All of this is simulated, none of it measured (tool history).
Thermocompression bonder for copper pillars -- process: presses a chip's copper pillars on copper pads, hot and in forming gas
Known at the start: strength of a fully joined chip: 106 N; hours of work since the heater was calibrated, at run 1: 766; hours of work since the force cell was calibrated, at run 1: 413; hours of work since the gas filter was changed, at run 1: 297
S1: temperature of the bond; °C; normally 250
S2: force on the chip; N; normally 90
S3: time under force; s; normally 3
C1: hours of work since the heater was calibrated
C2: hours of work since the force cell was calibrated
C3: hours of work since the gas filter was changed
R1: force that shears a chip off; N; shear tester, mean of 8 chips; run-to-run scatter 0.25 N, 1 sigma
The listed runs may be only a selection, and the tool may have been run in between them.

Run 1, day 0.000: usual settings; C1 766; C2 413; C3 297. Result: R1 48.0 N.
Run 2, day 2.317: usual settings; C1 798; C2 446; C3 329. Result: R1 48.2 N.
At day 3.329: forming gas filter changed.
Run 3, day 5.279: usual settings; C1 839; C2 486; C3 27. Result: R1 50.2 N.
Run 4, day 7.188: usual settings; C1 865; C2 513; C3 54. Result: R1 49.8 N.
At day 8.050: heater calibrated with a thermocouple chip.
Run 5, day 8.775: usual settings; C1 10; C2 534; C3 74. Result: R1 45.9 N.
Run 6, day 11.838: usual settings; C1 53; C2 576; C3 117. Result: R1 46.2 N.
Run 7, day 13.417: usual settings but S3 4 s; C1 74; C2 598; C3 139. Result: R1 51.9 N.
Run 8, day 15.088: usual settings but S3 4 s; C1 98; C2 621; C3 162. Result: R1 51.1 N.
Run 9, day 16.812: usual settings but S3 4 s; C1 122; C2 645; C3 186. Result: R1 51.4 N.
Run 10, day 18.288: usual settings; C1 142; C2 666; C3 206. Result: R1 46.3 N.
Run 11, day 19.692: usual settings; C1 162; C2 685; C3 226. Result: R1 46.8 N.
Run 12, day 21.079: usual settings; C1 181; C2 704; C3 245. Result: R1 46.4 N.
Run 13, day 23.338: usual settings but S1 264 °C, S2 131 N; C1 212; C2 736; C3 276. Result: R1 71.3 N.
Run 14, day 25.633: usual settings but S1 278 °C, S2 55 N, S3 8 s; C1 244; C2 768; C3 308. Result: R1 55.1 N.
Run 15, day 27.712: usual settings but S1 231 °C, S2 94 N, S3 2 s; C1 273; C2 797; C3 337. Result: R1 33.1 N.
At day 27.946: forming gas filter changed.
Run 16, day 29.429: usual settings but S1 276 °C, S3 5 s; C1 296; C2 820; C3 21. Result: R1 71.0 N.
Run 17, day 31.846: usual settings but S1 232 °C, S2 109 N, S3 7 s; C1 330; C2 854; C3 54. Result: R1 62.4 N.
Run 18, day 33.854: usual settings but S1 230 °C, S2 112 N; C1 358; C2 881; C3 82. Result: R1 47.2 N.
Run 19, day 35.850: usual settings but S2 72 N, S3 2 s; C1 385; C2 909; C3 110. Result: R1 32.9 N.
Run 20, day 37.917: usual settings but S2 72 N, S3 2 s; C1 414; C2 938; C3 138. Result: R1 33.2 N.
Run 21, day 39.458: usual settings but S2 72 N, S3 2 s; C1 435; C2 959; C3 160. Result: R1 32.6 N.
Run 22, day 42.425: usual settings but S2 72 N, S3 2 s; C1 477; C2 1000; C3 201. Result: R1 33.0 N.
Run 23, day 43.679: usual settings but S1 239 °C, S3 7 s; C1 494; C2 1018; C3 218. Result: R1 56.6 N.

What if the next run were any one of these 3? Each begins from the tool's condition after run 23:
Run A, day 45.646: usual settings but S2 105 N; C1 521; C2 1045; C3 246. Result: R1 ?.
Run B, day 45.646: usual settings but S1 239 °C, S2 105 N; C1 521; C2 1045; C3 246. Result: R1 ?.
Run C, day 45.646: usual settings but S1 239 °C, S3 2 s; C1 521; C2 1045; C3 246. Result: R1 ?.

run    R1
  A  54.8
  B  48.4
  C  36.3
Stripped of hidden state, with their random variation kept, the same runs would have yielded:
run    R1
  A  52.8
  B  46.3
  C  34.4
